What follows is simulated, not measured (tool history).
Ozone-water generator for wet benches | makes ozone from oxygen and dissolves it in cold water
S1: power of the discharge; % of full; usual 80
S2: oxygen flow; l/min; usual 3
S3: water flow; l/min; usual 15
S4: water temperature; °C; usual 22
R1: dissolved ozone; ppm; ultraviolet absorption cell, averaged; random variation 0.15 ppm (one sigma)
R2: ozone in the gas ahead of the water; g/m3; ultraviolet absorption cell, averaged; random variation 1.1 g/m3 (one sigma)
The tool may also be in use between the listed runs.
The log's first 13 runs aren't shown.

run,hour,S1,S2,S3,S4,R1,R2
14,1464.7,80,3,15,22,18.2,184.4
15,1548.4,80,3,15,15,19.7,183.4
16,1653.9,80,3,15,15,19.9,185.5
17,1757,80,1.55,15,22,15.4,240.1
18,1849.7,80,1.55,15,22,15.2,241.9
19,1968.4,46,1.55,15,26,9.2,149.7
# hour 2027.5: water thermometer calibrated
20,2063.1,46,1.55,15,26,9.1,148
21,2138.1,65,5.14,23,25,11.3,123.7
22,2232.5,86,1.6,10,22,23.1,251.3
23,2359.4,60,4.46,15,27,13.7,123.3
24,2433.1,60,4.46,15,27,13.4,121.2
25,2587.6,80,2.61,13,16,21.2,193.5
26,2730.7,77,3.2,16,19,17.6,170.8
27,2877.7,80,1.73,15,22,15.7,227.2
28,2975.5,56,3,21,20,10.1,134.9
29,3051.5,73,3,11,19,21.7,169.7
30,3170.9,79,3.4,15,24,17.5,172.2
31,3243.7,79,3.4,15,24,17.5,172
32,3315.2,79,3.4,15,24,17.2,173.9

4 ways to go on from here, each from the tool as it stands after run 32. What would each give?
A,3381.3,58,3,15,26,?,?
B,3381.3,57,3.48,19,22,?,?
C,3381.3,56,3.4,15,26,?,?
D,3381.3,80,3,14,22,?,?

run,R1,R2
A,12.8,138
B,11.3,128.3
C,12.5,126.5
D,19,181.3
Without the tool's hidden state the same runs would have given:
run,R1,R2
A,13.9,146.4
B,12.2,135.9
C,13.4,133.9
D,20.9,196.3
